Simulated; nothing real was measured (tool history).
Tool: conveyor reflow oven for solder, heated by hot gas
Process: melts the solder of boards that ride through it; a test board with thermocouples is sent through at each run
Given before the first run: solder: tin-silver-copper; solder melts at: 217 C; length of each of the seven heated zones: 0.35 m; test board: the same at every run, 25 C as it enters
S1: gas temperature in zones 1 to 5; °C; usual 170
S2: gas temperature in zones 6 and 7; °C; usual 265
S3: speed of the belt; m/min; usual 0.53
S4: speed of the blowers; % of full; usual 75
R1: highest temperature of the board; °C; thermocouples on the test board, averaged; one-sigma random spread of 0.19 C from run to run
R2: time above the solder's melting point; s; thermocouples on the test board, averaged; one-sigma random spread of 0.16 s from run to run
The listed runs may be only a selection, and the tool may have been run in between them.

Run 1, hour 0: usual settings. Result: R1 251.1 °C, R2 57.5 s.
Run 2, hour 6.5: usual settings. Result: R1 250.9 °C, R2 57.3 s.
Run 3, hour 11.8: usual settings. Result: R1 251.3 °C, R2 57.4 s.
Run 4, hour 16.5: usual settings but S2 279 °C. Result: R1 263.6 °C, R2 65.4 s.
Run 5, hour 20.4: usual settings but S2 280 °C. Result: R1 264.5 °C, R2 65.6 s.
Run 6, hour 29.1: usual settings but S2 280 °C. Result: R1 264.2 °C, R2 65.5 s.
Run 7, hour 32.9: usual settings. Result: R1 250.9 °C, R2 57.4 s.
Run 8, hour 39.8: usual settings. Result: R1 250.5 °C, R2 57.4 s.
Run 9, hour 45.7: usual settings. Result: R1 250.8 °C, R2 57.4 s.
Run 10, hour 54.5: usual settings. Result: R1 250.8 °C, R2 57.1 s.
Run 11, hour 67: usual settings but S4 77 % of full. Result: R1 251.2 °C, R2 57.5 s.
Run 12, hour 71.5: usual settings but S4 77 % of full. Result: R1 251.7 °C, R2 57.6 s.
Run 13, hour 75.2: usual settings but S4 77 % of full. Result: R1 251.2 °C, R2 57.8 s.
Run 14, hour 80.2: usual settings. Result: R1 250.7 °C, R2 57.1 s.
Run 15, hour 87.4: usual settings. Result: R1 250.3 °C, R2 57.2 s.
Run 16, hour 92.6: usual settings. Result: R1 250.5 °C, R2 57.2 s.
Run 17, hour 97.1: usual settings but S1 172 °C. Result: R1 251.1 °C, R2 58 s.
Run 18, hour 101.3: usual settings but S1 175 °C. Result: R1 251.4 °C, R2 59.6 s.
Run 19, hour 105.8: usual settings but S1 168 °C, S2 266 °C, S3 0.429 m/min. Result: R1 257 °C, R2 77.1 s.
Run 20, hour 119: usual settings but S2 278 °C, S3 0.571 m/min. Result: R1 259.1 °C, R2 57.3 s.
Run 21, hour 127.8: usual settings but S1 180 °C, S3 0.441 m/min, S4 58 % of full. Result: R1 253.1 °C, R2 75.4 s.
Run 22, hour 133.2: usual settings but S1 166 °C, S3 0.471 m/min, S4 74 % of full. Result: R1 252.9 °C, R2 65.5 s.
Run 23, hour 141.2: usual settings but S3 0.487 m/min, S4 79 % of full. Result: R1 253.7 °C, R2 65.4 s.
Run 24, hour 145.1: usual settings but S2 266 °C, S3 0.508 m/min, S4 87 % of full. Result: R1 255.1 °C, R2 63.4 s.
Run 25, hour 149.9: usual settings but S2 262 °C, S3 0.508 m/min, S4 64 % of full. Result: R1 246.1 °C, R2 54.7 s.
Run 26, hour 156.6: usual settings but S2 262 °C, S3 0.508 m/min, S4 64 % of full. Result: R1 246.1 °C, R2 54.8 s.
Run 27, hour 164.3: usual settings but S1 156 °C, S2 262 °C, S3 0.624 m/min, S4 64 % of full. Result: R1 234.9 °C, R2 28.4 s.
Run 28, hour 173: usual settings but S1 156 °C, S2 262 °C, S3 0.624 m/min, S4 64 % of full. Result: R1 235 °C, R2 28.3 s.
Run 29, hour 179.7: usual settings but S1 156 °C, S2 262 °C, S3 0.624 m/min, S4 64 % of full. Result: R1 235.1 °C, R2 28.3 s.
Run 30, hour 186.3: usual settings but S1 163 °C, S2 259 °C, S3 0.558 m/min, S4 55 % of full. Result: R1 235.5 °C, R2 34.3 s.
Run 31, hour 192.5: usual settings but S1 160 °C, S2 257 °C, S3 0.517 m/min, S4 69 % of full. Result: R1 240.6 °C, R2 45 s.

Missing from the log above: 2 entries noted between runs. For each, name the pair of listed runs it sits between and say how the tool's hidden condition differs from the listed run just before to the listed run just after:
Runs 10 to 11: belt drive overhauled, speed set with a stopwatch (hour 59.1)
  heat that the gas passes to the board, % of a clean oven's: 88.9 -> 88.6; belt's true speed, % of the reading: 99.72 -> 99.66; true gas temperature in zones 6 and 7 over the reading, C: 1.01 -> 1.03
  the result without the hidden state subtracted from the measured one, R1: -1.8 -> -1.9 °C; R2: -2 -> -2 s
Runs 19 to 20: belt drive overhauled, speed set with a stopwatch, once more (hour 111.9)
  heat that the gas passes to the board, % of a clean oven's: 87.5 -> 87.3; belt's true speed, % of the reading: 99.62 -> 99.92; true gas temperature in zones 6 and 7 over the reading, C: 1.12 -> 1.15
  the result without the hidden state subtracted from the measured one, R1: -1.2 -> -2.9 °C; R2: -1.7 -> -2.1 s
